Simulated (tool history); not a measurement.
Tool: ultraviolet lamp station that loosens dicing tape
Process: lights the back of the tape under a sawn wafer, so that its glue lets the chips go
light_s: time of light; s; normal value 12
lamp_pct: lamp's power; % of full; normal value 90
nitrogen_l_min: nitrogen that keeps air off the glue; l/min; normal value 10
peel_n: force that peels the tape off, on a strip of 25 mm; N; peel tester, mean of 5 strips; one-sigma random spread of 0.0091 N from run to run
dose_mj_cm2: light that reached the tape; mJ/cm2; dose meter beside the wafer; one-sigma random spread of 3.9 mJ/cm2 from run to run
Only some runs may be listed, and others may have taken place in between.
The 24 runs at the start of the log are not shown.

run,hour,light_s,lamp_pct,nitrogen_l_min,peel_n,dose_mj_cm2
25,445.8,14,80,4,0.682,690
26,468.3,14,80,4,0.689,692
27,484.6,14,80,4,0.694,695
28,494.4,14,80,4,0.689,698
29,513.4,14,80,4,0.709,704
30,525.5,7,100,12,0.788,438
31,539.1,18,90,5,0.294,1011
32,562.2,18,90,19,0.217,1008
33,576.3,12,90,13,0.325,673
34,600.2,18,73,4,0.507,826
35,622.4,18,73,4,0.491,817
36,639.7,9,60,5,2.34,338
37,660.1,9,60,5,2.381,341
38,673.2,18,90,10,0.236,1013
39,688.4,18,68,16,0.262,769
# hour 701.9: gauge calibrated
40,705.2,15,63,3,1.241,583
41,728.7,18,93,4,0.316,1029

Alternative continuations, all from the tool just after run 41; predict every row:
# hour 739.5: lamp changed
A,743.2,17,90,8,?,?
# hour 739.5: lamp changed
B,743.2,18,79,15,?,?
# hour 739.5: lamp changed
C,743.2,12,90,3,?,?

run,peel_n,dose_mj_cm2
A,0.259,946
B,0.234,882
C,0.943,673
What these runs would have given with no unlogged condition in the tool:
run,peel_n,dose_mj_cm2
A,0.259,944
B,0.234,880
C,0.942,671
